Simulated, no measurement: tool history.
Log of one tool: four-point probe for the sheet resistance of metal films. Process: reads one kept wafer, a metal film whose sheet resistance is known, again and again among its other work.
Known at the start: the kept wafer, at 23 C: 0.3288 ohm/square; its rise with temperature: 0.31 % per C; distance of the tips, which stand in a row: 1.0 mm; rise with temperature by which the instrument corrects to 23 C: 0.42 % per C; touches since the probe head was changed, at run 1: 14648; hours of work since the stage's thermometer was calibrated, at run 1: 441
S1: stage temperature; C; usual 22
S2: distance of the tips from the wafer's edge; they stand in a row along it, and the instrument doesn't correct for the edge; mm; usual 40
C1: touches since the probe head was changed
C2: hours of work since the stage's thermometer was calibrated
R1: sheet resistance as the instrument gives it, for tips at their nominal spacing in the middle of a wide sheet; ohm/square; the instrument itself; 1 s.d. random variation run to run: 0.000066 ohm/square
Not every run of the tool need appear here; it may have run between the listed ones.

run     day  S1  S2     C1   C2        R1
  1       0  22  40  14648  441  0.330445
  2   0.358  19  40  15038  447  0.331514
  3   0.958  19  40  15691  457  0.331488
  4   1.304  19  40  16069  463  0.331539
  5   1.738  22  40  16539  470  0.330512
  6   2.242  22  40  17090  478  0.330382
  7    2.65  22  40  17531  485  0.330423
  8   3.196  30  40  18127  495  0.327574
  9   3.538  30  40  18500  500   0.32753
 10   4.204  22  40  19224  512  0.330333
 11   4.783  22  40  19856  521  0.330173
 12   5.233  26  22  20343  529   0.32917
 13   5.788  26   5  20947  538  0.335574
 14   6.254  26   5  21454  546  0.335752
 15   6.804  20  10  22053  555  0.332749
 16   7.383  33  40  22684  565  0.326671
 17       8  24  41  23356  576  0.329463
 18   8.362  20   5  23752  582  0.337764
 19   8.883  20   5  24320  591  0.337806
 20   9.583  26  32  25082  602  0.328952
 21  10.025  29  63  25560  610  0.327643
 22  10.567  29  63  26150  619  0.327816

Alternative continuations, all from the tool just after run 22; predict every row:
  A  11.258  29  19  26903  631   ?
  B  11.258  22  40  26903  631   ?
  C  11.258  22   6  26903  631   ?
  D  11.258  21   3  26903  631   ?

run        R1
  A  0.328255
  B  0.330172
  C  0.334996
  D  0.348864
What these runs would have given with no unlogged condition in the tool:
run        R1
  A  0.327337
  B  0.329244
  C  0.334055
  D  0.347886

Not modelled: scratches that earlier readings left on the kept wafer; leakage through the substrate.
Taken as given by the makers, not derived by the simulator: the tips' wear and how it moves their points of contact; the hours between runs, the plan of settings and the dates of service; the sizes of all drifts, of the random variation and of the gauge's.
